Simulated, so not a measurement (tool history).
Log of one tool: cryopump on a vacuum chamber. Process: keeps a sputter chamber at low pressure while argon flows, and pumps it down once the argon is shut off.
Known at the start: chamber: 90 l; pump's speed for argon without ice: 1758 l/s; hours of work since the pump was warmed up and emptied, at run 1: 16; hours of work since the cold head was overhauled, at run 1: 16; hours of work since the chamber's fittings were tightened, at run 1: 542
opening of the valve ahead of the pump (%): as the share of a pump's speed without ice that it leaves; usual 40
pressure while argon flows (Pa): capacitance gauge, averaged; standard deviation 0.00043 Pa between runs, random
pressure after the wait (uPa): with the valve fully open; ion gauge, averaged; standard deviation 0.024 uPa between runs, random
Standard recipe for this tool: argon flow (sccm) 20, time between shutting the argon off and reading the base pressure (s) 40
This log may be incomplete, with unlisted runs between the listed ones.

run   hour  argon flow (sccm)  time between shutting the argon off and reading the base pressure (s)  opening of the valve ahead of the pump (%)  hours of work since the pump was warmed up and emptied  hours of work since the cold head was overhauled  hours of work since the chamber's fittings were tightened  pressure while argon flows (Pa)  pressure after the wait (uPa)
  1      0                 20                                                                     40                                          40                                                      16                                                16                                                        542                           0.0482                           1.39
  2     14                 20                                                                     40                                          33                                                      23                                                23                                                        550                           0.0584                           1.41
  3   22.9                 20                                                                     40                                          33                                                      28                                                28                                                        555                           0.0587                           1.45
  4   30.3                 20                                                                     40                                          40                                                      32                                                32                                                        559                           0.0489                           1.48
  5   42.9                 13                                                                     40                                          40                                                      39                                                39                                                        566                           0.0313                            1.5
  6   59.3                 13                                                                     40                                          40                                                      48                                                48                                                        575                           0.0314                           1.46
  7   75.4                 13                                                                     40                                          40                                                      57                                                57                                                        583                           0.0314                           1.41
  8   89.4                 13                                                                     37                                          40                                                      65                                                65                                                        591                           0.0314                           1.55
  9   99.9                 20                                                                     40                                          21                                                      70                                                70                                                        597                            0.093                           1.48
 10  113.2                 20                                                                     34                                          21                                                      78                                                78                                                        604                            0.093                            1.6
 11  129.4                 20                                                                     34                                          21                                                      87                                                87                                                        613                           0.0926                           1.68
 12  139.4                 20                                                                     34                                          21                                                      92                                                92                                                        618                            0.092                           1.65
 13  151.9                 12                                                                     41                                          15                                                      99                                                99                                                        625                           0.0779                           1.49
 14  160.3                 23                                                                    289                                          36                                                     103                                               103                                                        630                           0.0629                           0.86
 15  169.5                 20                                                                     40                                          39                                                     108                                               108                                                        635                           0.0506                           1.53
 16  178.5                 36                                                                     40                                          39                                                     113                                               113                                                        640                           0.0905                           1.54
 17  189.3                 36                                                                    234                                          27                                                     119                                               119                                                        646                           0.1302                           0.91
 18  200.3                 36                                                                    234                                          56                                                     125                                               125                                                        652                           0.0641                           0.91
 19  209.3                 21                                                                     22                                          20                                                     130                                               130                                                        657                           0.1021                           2.11
 20  223.5                 21                                                                     22                                          20                                                     138                                               138                                                        664                           0.1021                            2.1
 21  235.8                 39                                                                    179                                          30                                                     145                                               145                                                        671                           0.1287                           0.94

Consider 4 possible next runs. They are alternatives, not a sequence: every one starts from the tool as it was left by run 21. What does each give?
  A  248.2                 21                                                                     40                                          55                                                     151                                               151                                                        678                                ?                              ?
  B  248.2                 39                                                                     31                                          39                                                     151                                               151                                                        678                                ?                              ?
  C  248.2                 18                                                                    297                                          30                                                     151                                               151                                                        678                                ?                              ?
  D  248.2                 13                                                                     80                                          27                                                     151                                               151                                                        678                                ?                              ?

run  pressure while argon flows (Pa)  pressure after the wait (uPa)
  A                           0.0384                           1.61
  B                           0.0986                            1.8
  C                           0.0596                           0.91
  D                           0.0475                           1.26
Take away the tool's hidden state, keep each run's random variation, and the runs would have read:
run  pressure while argon flows (Pa)  pressure after the wait (uPa)
  A                           0.0366                           0.95
  B                           0.0953                           1.16
  C                           0.0581                           0.26
  D                           0.0464                            0.6

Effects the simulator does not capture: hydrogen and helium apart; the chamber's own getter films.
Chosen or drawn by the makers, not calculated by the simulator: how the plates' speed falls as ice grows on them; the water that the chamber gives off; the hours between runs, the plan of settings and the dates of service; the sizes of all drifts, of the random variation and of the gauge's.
